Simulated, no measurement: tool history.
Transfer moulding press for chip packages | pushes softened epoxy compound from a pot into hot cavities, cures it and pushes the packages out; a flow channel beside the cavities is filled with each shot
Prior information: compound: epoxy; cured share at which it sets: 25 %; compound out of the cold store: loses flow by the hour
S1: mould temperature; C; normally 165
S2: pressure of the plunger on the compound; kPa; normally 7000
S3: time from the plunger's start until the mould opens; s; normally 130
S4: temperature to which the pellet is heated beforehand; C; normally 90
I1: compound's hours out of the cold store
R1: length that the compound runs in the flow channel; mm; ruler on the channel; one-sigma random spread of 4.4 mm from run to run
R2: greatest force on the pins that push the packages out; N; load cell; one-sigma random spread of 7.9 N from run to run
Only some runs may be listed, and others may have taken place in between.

Run 1, day 0: usual settings; I1 21. Result: R1 876 mm, R2 409 N.
Run 2, day 1.933: usual settings; I1 9.9. Result: R1 916 mm, R2 482 N.
Run 3, day 2.821: usual settings but S2 7720 kPa; I1 10. Result: R1 960 mm, R2 496 N.
At day 3.379: cavities cleaned with cleaning compound and waxed.
Run 4, day 4.133: usual settings but S1 159 C, S2 7720 kPa; I1 33.9. Result: R1 881 mm, R2 760 N.
Run 5, day 6.133: usual settings but S1 159 C, S2 5410 kPa; I1 46.5. Result: R1 701 mm, R2 766 N.
At day 6.692: cavities cleaned with cleaning compound and waxed, once more.
Run 6, day 7.404: usual settings but S1 159 C, S2 5410 kPa; I1 44.8. Result: R1 711 mm, R2 505 N.
Run 7, day 9.012: usual settings; I1 34. Result: R1 810 mm, R2 474 N.
Run 8, day 10.492: usual settings but S1 168 C; I1 26.2. Result: R1 824 mm, R2 490 N.
At day 10.733: cavities cleaned with cleaning compound and waxed.
Run 9, day 12.096: usual settings but S1 168 C, S4 81 C; I1 27.5. Result: R1 808 mm, R2 427 N.
Run 10, day 13.242: usual settings but S1 168 C, S4 81 C; I1 47.5. Result: R1 755 mm, R2 435 N.
At day 14.7: cavities cleaned with cleaning compound and waxed.
Run 11, day 14.858: usual settings but S1 168 C, S4 81 C; I1 38.2. Result: R1 771 mm, R2 345 N.
Run 12, day 16.062: usual settings; I1 31.1. Result: R1 798 mm, R2 442 N.
Run 13, day 17.642: usual settings; I1 43. Result: R1 760 mm, R2 473 N.
At day 18.788: cavities cleaned with cleaning compound and waxed.
Run 14, day 18.788: usual settings; I1 24.5. Result: R1 817 mm, R2 381 N.
Run 15, day 19.725: usual settings; I1 25.7. Result: R1 812 mm, R2 417 N.
Run 16, day 21.025: usual settings; I1 27.7. Result: R1 803 mm, R2 485 N.
Run 17, day 22.483: usual settings but S1 160 C, S2 8310 kPa; I1 32.1. Result: R1 876 mm, R2 646 N.
At day 22.779: cavities cleaned with cleaning compound and waxed.
Run 18, day 24.475: usual settings; I1 42.2. Result: R1 748 mm, R2 456 N.
Run 19, day 25.704: usual settings but S2 8300 kPa; I1 23.5. Result: R1 875 mm, R2 483 N.
At day 26.775: cavities cleaned with cleaning compound and waxed.
Run 20, day 27.183: usual settings but S2 8300 kPa; I1 30.8. Result: R1 840 mm, R2 409 N.
At day 27.592: mould's thermocouples calibrated.
Run 21, day 28.596: usual settings but S2 8300 kPa; I1 14.2. Result: R1 899 mm, R2 445 N.
Run 22, day 30.188: usual settings but S1 169 C, S2 7560 kPa; I1 42. Result: R1 754 mm, R2 491 N.
At day 30.946: cavities cleaned with cleaning compound and waxed.
Run 23, day 31.371: usual settings; I1 31.8. Result: R1 758 mm, R2 381 N.
Run 24, day 32.508: usual settings but S4 95 C; I1 46.9. Result: R1 711 mm, R2 433 N.
Run 25, day 33.838: usual settings but S4 95 C; I1 32.7. Result: R1 749 mm, R2 481 N.
At day 34.942: cavities cleaned with cleaning compound and waxed.
Run 26, day 35.171: usual settings but S1 162 C, S3 142 s, S4 84 C; I1 39.2. Result: R1 739 mm, R2 378 N.
Run 27, day 36.125: usual settings but S1 162 C, S3 142 s, S4 84 C; I1 11.1. Result: R1 814 mm, R2 438 N.
Run 28, day 37.546: usual settings but S1 162 C, S3 142 s, S4 84 C; I1 17.6. Result: R1 797 mm, R2 489 N.
Run 29, day 38.771: usual settings but S1 162 C, S3 142 s, S4 84 C; I1 18.8. Result: R1 797 mm, R2 557 N.

3 options for the next run, each taken on its own from the tool as it stands now. Forecast them:
At day 38.917: cavities cleaned with cleaning compound and waxed.
At day 39.979: plunger's sealing rings changed.
Run A, day 40.504: usual settings but S1 164 C, S3 142 s, S4 82 C; I1 34.6. Result: R1 ?, R2 ?.
At day 38.917: cavities cleaned with cleaning compound and waxed.
At day 39.979: plunger's sealing rings changed.
Run B, day 40.504: usual settings but S1 173 C, S4 94 C; I1 15.4. Result: R1 ?, R2 ?.
At day 38.917: cavities cleaned with cleaning compound and waxed.
At day 39.979: plunger's sealing rings changed.
Run C, day 40.504: usual settings but S1 162 C, S2 5390 kPa, S3 155 s, S4 84 C; I1 11.4. Result: R1 ?, R2 ?.

run   R1   R2
  A  839  432
  B  878  420
  C  818  437
Without the tool's unlogged condition, the same runs would have read:
run   R1   R2
  A  840  343
  B  880  336
  C  820  350

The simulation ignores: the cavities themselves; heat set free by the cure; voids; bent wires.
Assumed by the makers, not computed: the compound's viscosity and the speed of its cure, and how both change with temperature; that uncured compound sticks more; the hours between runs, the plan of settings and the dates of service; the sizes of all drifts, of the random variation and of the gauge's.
